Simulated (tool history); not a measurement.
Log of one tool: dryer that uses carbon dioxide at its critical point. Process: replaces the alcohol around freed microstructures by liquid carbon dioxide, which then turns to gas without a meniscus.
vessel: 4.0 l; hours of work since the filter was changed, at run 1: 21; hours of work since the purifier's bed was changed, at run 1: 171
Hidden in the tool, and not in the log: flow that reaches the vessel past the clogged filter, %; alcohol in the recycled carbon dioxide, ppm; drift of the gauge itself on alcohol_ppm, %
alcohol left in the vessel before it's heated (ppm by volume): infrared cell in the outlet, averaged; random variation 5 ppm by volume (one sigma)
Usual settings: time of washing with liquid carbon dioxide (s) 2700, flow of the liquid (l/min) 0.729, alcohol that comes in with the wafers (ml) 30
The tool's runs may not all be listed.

| run | day | time of washing with liquid carbon dioxide (s) | flow of the liquid (l/min) | alcohol that comes in with the wafers (ml) | hours of work since the filter was changed | hours of work since the purifier's bed was changed | alcohol left in the vessel before it's heated (ppm by volume) |
|---|---|---|---|---|---|---|---|
| 1 | 0 | 2700 | 0.729 | 30 | 21 | 171 | 56 |
| 2 | 0.479 | 3300 | 0.729 | 30 | 28 | 177 | 49 |
| 3 | 0.9 | 3300 | 0.729 | 30 | 34 | 183 | 44 |
| 4 | 1.425 | 3300 | 0.729 | 30 | 41 | 190 | 61 |
| 5 | 2.121 | 3300 | 0.729 | 30 | 51 | 200 | 56 |
| 6 | 2.533 | 3300 | 0.729 | 30 | 56 | 205 | 54 |
| 7 | 3.121 | 3300 | 0.729 | 30 | 64 | 213 | 57 |
| 8 | 3.988 | 3300 | 0.729 | 30 | 76 | 225 | 70 |
| 9 | 4.612 | 2700 | 0.729 | 26 | 85 | 234 | 61 |
| 10 | 5.421 | 2700 | 0.729 | 26 | 96 | 245 | 65 |
| 11 | 6.358 | 2700 | 0.729 | 30 | 109 | 258 | 72 |
| 12 | 7.271 | 3000 | 0.483 | 30 | 121 | 270 | 101 |
| 13 | 7.838 | 2580 | 0.729 | 93 | 129 | 278 | 96 |
| 14 | 8.546 | 4320 | 1.22 | 69 | 139 | 288 | 73 |
| 15 | 9.029 | 4320 | 0.649 | 21 | 145 | 294 | 80 |
| 16 | 9.654 | 2400 | 0.57 | 107 | 154 | 303 | 282 |
| 17 | 10.117 | 3600 | 1.011 | 43 | 160 | 309 | 79 |
| 18 | 10.938 | 3840 | 1.022 | 26 | 171 | 321 | 78 |
|  | 11.45 | inlet filter changed |
| 19 | 11.758 | 3840 | 1.022 | 26 | 4 | 331 | 82 |
| 20 | 12.371 | 2100 | 1.078 | 60 | 13 | 340 | 87 |
| 21 | 12.812 | 2100 | 1.078 | 60 | 19 | 346 | 69 |

Forecast each of these 5 alternatives for the next run:
| A | 13.525 | 2700 | 0.791 | 30 | 28 | 355 | ? |
| B | 13.525 | 4320 | 0.503 | 56 | 28 | 355 | ? |
| C | 13.525 | 2700 | 0.658 | 30 | 28 | 355 | ? |
| D | 13.525 | 2760 | 0.517 | 60 | 28 | 355 | ? |
| E | 13.525 | 2340 | 0.729 | 22 | 28 | 355 | ? |

| run | alcohol left in the vessel before it's heated (ppm by volume) |
|---|---|
| A | 84 |
| B | 91 |
| C | 94 |
| D | 142 |
| E | 88 |
Without the tool's hidden state the same runs would have given:
| run | alcohol left in the vessel before it's heated (ppm by volume) |
|---|---|
| A | 1 |
| B | 8 |
| C | 11 |
| D | 51 |
| E | 6 |
